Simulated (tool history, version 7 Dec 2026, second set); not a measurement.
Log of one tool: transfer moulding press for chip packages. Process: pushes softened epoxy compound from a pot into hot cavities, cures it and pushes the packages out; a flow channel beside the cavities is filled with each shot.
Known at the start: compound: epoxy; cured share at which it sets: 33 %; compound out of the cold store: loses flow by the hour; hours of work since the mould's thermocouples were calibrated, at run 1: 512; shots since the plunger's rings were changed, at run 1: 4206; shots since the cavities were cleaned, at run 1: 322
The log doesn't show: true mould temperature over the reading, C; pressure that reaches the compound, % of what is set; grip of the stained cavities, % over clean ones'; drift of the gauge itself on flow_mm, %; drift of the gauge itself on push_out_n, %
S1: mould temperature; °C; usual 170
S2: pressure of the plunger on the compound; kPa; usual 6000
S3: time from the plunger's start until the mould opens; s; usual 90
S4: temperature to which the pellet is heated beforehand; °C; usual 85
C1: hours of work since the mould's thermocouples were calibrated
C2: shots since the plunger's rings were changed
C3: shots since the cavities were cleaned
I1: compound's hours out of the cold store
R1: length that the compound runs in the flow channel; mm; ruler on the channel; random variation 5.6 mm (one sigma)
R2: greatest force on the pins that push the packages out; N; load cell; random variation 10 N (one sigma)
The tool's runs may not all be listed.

run 1 hour=0.0 | S1=170 S2=6000 S3=90 S4=85 | C1=512 C2=4206 C3=322 | I1=15.7 | R1=531 R2=732
-- hour=10.5 cavities cleaned with cleaning compound and waxed
run 2 hour=25.8 | S1=170 S2=5210 S3=90 S4=85 | C1=528 C2=4544 C3=213 | I1=32.6 | R1=457 R2=963
-- hour=45.8 cavities cleaned with cleaning compound and waxed
run 3 hour=52.3 | S1=170 S2=6000 S3=94 S4=85 | C1=545 C2=4890 C3=90 | I1=32.5 | R1=491 R2=536
run 4 hour=68.1 | S1=170 S2=6000 S3=90 S4=85 | C1=556 C2=5109 C3=309 | I1=10.6 | R1=548 R2=755
-- hour=79.6 cavities cleaned with cleaning compound and waxed
run 5 hour=88.5 | S1=170 S2=6000 S3=90 S4=85 | C1=569 C2=5371 C3=123 | I1=13.8 | R1=526 R2=619
run 6 hour=106.0 | S1=170 S2=6000 S3=90 S4=85 | C1=581 C2=5614 C3=366 | I1=34.1 | R1=478 R2=744
-- hour=113.4 cavities cleaned with cleaning compound and waxed
-- hour=117.1 cavities cleaned with cleaning compound and waxed, once more
run 7 hour=127.7 | S1=170 S2=6000 S3=90 S4=85 | C1=593 C2=5874 C3=148 | I1=32.8 | R1=481 R2=630
-- hour=147.2 plunger's sealing rings changed
-- hour=155.0 cavities cleaned with cleaning compound and waxed
run 8 hour=159.6 | S1=171 S2=6000 S3=90 S4=85 | C1=612 C2=152 C3=64 | I1=34.7 | R1=535 R2=525
run 9 hour=186.2 | S1=163 S2=6180 S3=84 S4=83 | C1=630 C2=520 C3=432 | I1=34.4 | R1=550 R2=1464
-- hour=189.4 cavities cleaned with cleaning compound and waxed
run 10 hour=209.6 | S1=170 S2=7150 S3=101 S4=92 | C1=645 C2=824 C3=280 | I1=29.8 | R1=598 R2=578
-- hour=224.7 cavities cleaned with cleaning compound and waxed
run 11 hour=241.8 | S1=170 S2=7150 S3=101 S4=92 | C1=666 C2=1250 C3=237 | I1=38.9 | R1=571 R2=547
-- hour=258.9 cavities cleaned with cleaning compound and waxed
run 12 hour=261.9 | S1=168 S2=6750 S3=93 S4=90 | C1=679 C2=1509 C3=42 | I1=39.5 | R1=539 R2=587
run 13 hour=284.0 | S1=170 S2=6220 S3=90 S4=80 | C1=694 C2=1815 C3=348 | I1=38.4 | R1=520 R2=746
-- hour=293.1 cavities cleaned with cleaning compound and waxed
run 14 hour=300.2 | S1=170 S2=7100 S3=90 S4=79 | C1=704 C2=2019 C3=99 | I1=45.7 | R1=532 R2=562
-- hour=326.8 cavities cleaned with cleaning compound and waxed
run 15 hour=331.6 | S1=170 S2=7100 S3=90 S4=79 | C1=724 C2=2433 C3=65 | I1=17.2 | R1=602 R2=571

Forecast each of these 3 alternatives for the next run:
-- hour=362.0 cavities cleaned with cleaning compound and waxed
run A hour=362.0 | S1=171 S2=5870 S3=90 S4=85 | C1=744 C2=2835 C3=0 | I1=20.7 | R1=? R2=?
-- hour=362.0 cavities cleaned with cleaning compound and waxed
run B hour=362.0 | S1=170 S2=7100 S3=90 S4=90 | C1=744 C2=2835 C3=0 | I1=42.3 | R1=? R2=?
-- hour=362.0 cavities cleaned with cleaning compound and waxed
run C hour=362.0 | S1=170 S2=6000 S3=79 S4=85 | C1=744 C2=2835 C3=0 | I1=46.5 | R1=? R2=?

run=A R1=536 R2=477
run=B R1=537 R2=475
run=C R1=484 R2=602
Without the tool's hidden state the same runs would have given:
run=A R1=563 R2=438
run=B R1=565 R2=437
run=C R1=508 R2=541
